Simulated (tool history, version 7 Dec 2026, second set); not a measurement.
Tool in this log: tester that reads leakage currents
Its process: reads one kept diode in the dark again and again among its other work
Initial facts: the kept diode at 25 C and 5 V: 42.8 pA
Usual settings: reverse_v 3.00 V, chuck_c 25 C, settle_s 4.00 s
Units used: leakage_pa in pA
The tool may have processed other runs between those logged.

run     day  reverse_v  chuck_c  settle_s  leakage_pa
  1   0.000       3.00       25      4.00       32.06
  2   1.054       3.00       25      4.00       31.99
  3   2.208       1.75       25      4.00       23.20
  4   3.183       1.75       25      4.00       23.13
  5   4.271       3.00       25      1.23       32.31
  6   5.171       3.00       53      4.00      273.82
  7   6.242       3.00       25      4.00       31.70
  8   6.979       3.00       25      1.37       31.73
  9   8.042       3.00       25      1.37       31.86
 10   9.250       3.00       25      4.00       31.30
 11   9.988       1.13       25      4.00       17.51
 12  11.112       2.16       25      4.00       25.62
 13  11.962       2.16       25      4.00       25.77
 14  13.142       2.16       25      4.00       25.43
 15  13.996       3.00       25      4.00       31.32
 16  14.833       3.00       25      4.00       31.25
 17  16.125       3.00       25      4.00       31.12
 18  17.062       3.00       25      4.00       31.15
     17.304  -- probe card cleaned and baked
 19  18.054       3.00       25      4.00       31.33
 20  18.729       3.00       25      4.00       31.16
 21  19.442       1.35       25      4.00       19.11
 22  20.371       1.35       25      4.00       19.19
 23  21.254       6.80       25      0.42       54.91
     22.342  -- probe card cleaned and baked, once more
 24  22.517       1.23       52      1.89      144.54
 25  23.325       4.40       47      1.89      214.76
 26  23.917       5.58       25      4.00       43.86
 27  24.567       3.00       25      2.32       30.14
 28  25.292       3.00       25      2.32       30.16
 29  26.200       3.00       25      2.32       30.25
 30  27.129       3.00       25      2.32       30.29
 31  28.312       3.00       58      2.32      372.59
 32  29.229       2.54       25      4.00       27.05
 33  29.833       2.54       25      1.11       27.57
 34  30.767       3.00       28      4.00       38.29
 35  31.538      16.30       21      5.13       58.98

Expected results for the next run?
 36  32.079      16.40       33      2.52           ?

leakage_pa: 160.28 pA
Without the tool's hidden state the same run would have given leakage_pa 170.71 pA.

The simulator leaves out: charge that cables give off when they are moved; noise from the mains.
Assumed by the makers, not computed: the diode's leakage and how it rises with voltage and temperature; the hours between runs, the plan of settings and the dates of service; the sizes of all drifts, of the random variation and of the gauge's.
